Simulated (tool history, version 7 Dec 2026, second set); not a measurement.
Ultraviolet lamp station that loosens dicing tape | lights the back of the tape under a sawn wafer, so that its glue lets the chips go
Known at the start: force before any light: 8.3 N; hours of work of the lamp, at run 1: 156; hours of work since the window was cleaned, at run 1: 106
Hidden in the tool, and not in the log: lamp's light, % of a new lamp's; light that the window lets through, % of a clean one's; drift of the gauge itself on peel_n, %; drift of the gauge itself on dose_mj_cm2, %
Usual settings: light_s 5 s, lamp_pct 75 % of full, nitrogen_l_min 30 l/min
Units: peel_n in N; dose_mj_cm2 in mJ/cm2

| run | hour | light_s | lamp_pct | nitrogen_l_min | hours of work of the lamp | hours of work since the window was cleaned | peel_n | dose_mj_cm2 |
|---|---|---|---|---|---|---|---|---|
| 1 | 0.0 | 5 | 75 | 30 | 156 | 106 | 1.183 | 300 |
| 2 | 6.3 | 5 | 75 | 30 | 161 | 111 | 1.230 | 301 |
| 3 | 14.8 | 5 | 75 | 30 | 167 | 118 | 1.205 | 302 |
| 4 | 19.0 | 5 | 75 | 30 | 171 | 121 | 1.202 | 300 |
| 5 | 24.4 | 5 | 74 | 30 | 175 | 126 | 1.243 | 294 |
| 6 | 28.3 | 5 | 75 | 30 | 178 | 129 | 1.213 | 298 |
| 7 | 37.0 | 5 | 75 | 30 | 185 | 136 | 1.241 | 298 |
| 8 | 41.8 | 5 | 75 | 30 | 189 | 140 | 1.241 | 303 |
| 9 | 47.2 | 5 | 75 | 30 | 193 | 144 | 1.205 | 302 |
| 10 | 54.2 | 5 | 75 | 30 | 199 | 149 | 1.242 | 299 |
| 11 | 62.9 | 5 | 92 | 30 | 206 | 156 | 0.907 | 366 |
| 12 | 68.8 | 3 | 64 | 29 | 210 | 161 | 3.107 | 152 |
| 13 | 77.5 | 5 | 95 | 59 | 217 | 168 | 0.500 | 373 |
| 14 | 84.2 | 5 | 95 | 59 | 223 | 173 | 0.534 | 375 |
| 15 | 88.4 | 4 | 95 | 59 | 226 | 177 | 0.805 | 300 |
| 16 | 93.1 | 4 | 69 | 59 | 230 | 180 | 1.378 | 220 |
| 17 | 101.8 | 4 | 69 | 24 | 237 | 187 | 2.380 | 216 |
| 18 | 106.7 | 7 | 87 | 18 | 241 | 191 | 0.785 | 472 |
| 19 | 113.9 | 10 | 75 | 14 | 246 | 197 | 0.636 | 581 |
| 20 | 119.6 | 5 | 97 | 16 | 251 | 201 | 1.281 | 375 |
| 21 | 127.8 | 5 | 97 | 16 | 257 | 208 | 1.300 | 380 |

Forecast each of these 4 alternatives for the next run:
| A | 133.1 | 4 | 81 | 9 | 262 | 212 | ? | ? |
| B | 133.1 | 7 | 83 | 39 | 262 | 212 | ? | ? |
| C | 133.1 | 8 | 68 | 49 | 262 | 212 | ? | ? |
| D | 133.1 | 8 | 63 | 13 | 262 | 212 | ? | ? |

| run | peel_n | dose_mj_cm2 |
|---|---|---|
| A | 3.047 | 249 |
| B | 0.487 | 451 |
| C | 0.497 | 415 |
| D | 1.455 | 390 |
Without the tool's hidden state the same runs would have given:
| run | peel_n | dose_mj_cm2 |
|---|---|---|
| A | 2.699 | 280 |
| B | 0.398 | 508 |
| C | 0.407 | 467 |
| D | 1.196 | 439 |
